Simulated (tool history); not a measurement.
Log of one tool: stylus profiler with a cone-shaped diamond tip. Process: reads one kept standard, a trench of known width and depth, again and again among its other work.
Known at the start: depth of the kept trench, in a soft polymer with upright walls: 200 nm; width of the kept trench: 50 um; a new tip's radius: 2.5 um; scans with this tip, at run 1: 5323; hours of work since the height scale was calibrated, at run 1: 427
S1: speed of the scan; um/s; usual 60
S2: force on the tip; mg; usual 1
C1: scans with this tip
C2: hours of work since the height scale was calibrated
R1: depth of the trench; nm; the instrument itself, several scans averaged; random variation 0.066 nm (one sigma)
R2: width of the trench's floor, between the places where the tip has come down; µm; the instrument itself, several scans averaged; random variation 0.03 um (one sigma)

run,hour,S1,S2,C1,C2,R1,R2
1,0,60,1,5323,427,200.92,46.96
2,77.1,60,0.64,6016,482,200.67,46.74
3,171,60,0.61,6858,550,200.49,46.7
4,228.1,60,0.63,7371,591,200.41,46.68
5,313.1,60,0.63,8134,652,200.39,46.59
6,365.8,60,0.63,8607,690,200.44,46.57
7,414.9,60,1,9048,725,200.66,46.65
8,455.4,60,2.62,9412,754,201.58,46.85
9,501.1,60,2.62,9822,787,201.57,46.78
10,557.9,60,2.62,10332,828,201.56,46.74
11,609.9,60,2.62,10798,865,201.5,46.77
12,651.2,60,2.62,11169,895,201.44,46.76
13,693.9,60,2.62,11552,926,201.38,46.67
14,742,60,2.62,11984,960,201.38,46.66
# hour 800.8: new tip fitted, height scale calibrated
15,811.3,60,2.62,94,8,202.23,47.78
16,859.7,60,2.62,529,42,202.05,47.71
17,903.3,60,1,920,74,201.05,47.45
18,964.4,60,1,1468,118,201.02,47.37
19,1044.3,60,1,2185,175,201.05,47.34
20,1136.7,60,1,3015,242,200.87,47.21
21,1217.3,60,1,3739,300,200.82,47.14
22,1287,60,1,4364,350,200.94,47.18
23,1341.7,60,1,4855,389,200.96,47.08
24,1404.7,83,0.82,5421,434,200.71,46.68
25,1464,22,1,5952,477,200.86,47.32
26,1555.8,22,1,6777,543,200.8,47.23
27,1623.1,22,1,7381,591,200.71,47.21
28,1668.9,22,1.34,7792,624,200.96,47.2
29,1717.8,27,0.46,8231,660,200.37,46.99
30,1759.2,27,0.46,8603,689,200.3,46.94
31,1850.8,145,0.56,9425,755,200.36,45.55
32,1925.2,54,0.33,10092,809,200.02,46.35
33,2016.6,188,1,10913,874,200.61,45.48
34,2079.5,236,1,11478,920,200.5,44.99
35,2134.7,236,1,11974,959,200.55,44.93
# hour 2191.8: new tip fitted, height scale calibrated
36,2191.8,20,1.26,0,0,201.19,47.95
37,2267.9,45,2.34,683,55,201.7,47.79
38,2332.7,47,0.47,1265,101,200.55,47.37
39,2390.5,47,0.54,1784,143,200.44,47.32
40,2437.1,204,1.14,2202,176,201.01,46.14
41,2474.7,18,1.76,2539,203,201.44,47.69
42,2556.2,23,0.51,3271,262,200.51,47.45
43,2601.3,24,2.56,3675,295,201.81,47.61
44,2647.5,60,1.52,4090,328,201.28,47.21
45,2707.8,22,2,4632,371,201.44,47.5
46,2801,22,2,5468,438,201.31,47.44

Measured less the same run without the tool's hidden state. The same run-to-run variation is in both; the gauge's scatter may not be:
The hidden state here: radius of the tip, um; height scale over the true one, %; drift of the gauge itself on depth_nm, %; drift of the gauge itself on floor_um, %.
run,R1,R2
1,-0.26,-0.55
2,-0.29,-0.6
3,-0.33,-0.66
4,-0.36,-0.7
5,-0.41,-0.76
6,-0.42,-0.79
7,-0.45,-0.83
8,-0.47,-0.86
9,-0.49,-0.89
10,-0.53,-0.92
11,-0.55,-0.95
12,-0.57,-0.98
13,-0.59,-1
14,-0.61,-1.03
15,+0.07,+0.03
16,+0.04,-0.01
17,+0.02,-0.05
18,+0,-0.11
19,-0.04,-0.18
20,-0.09,-0.26
21,-0.13,-0.33
22,-0.15,-0.37
23,-0.18,-0.41
24,-0.21,-0.46
25,-0.24,-0.51
26,-0.28,-0.58
27,-0.32,-0.62
28,-0.33,-0.65
29,-0.35,-0.68
30,-0.38,-0.71
31,-0.41,-0.77
32,-0.45,-0.82
33,-0.5,-0.88
34,-0.53,-0.91
35,-0.56,-0.96
36,-0.05,+0.04
37,-0.08,-0.04
38,-0.12,-0.1
39,-0.14,-0.16
40,-0.17,-0.2
41,-0.18,-0.23
42,-0.22,-0.29
43,-0.24,-0.33
44,-0.27,-0.36
45,-0.3,-0.41
46,-0.34,-0.48
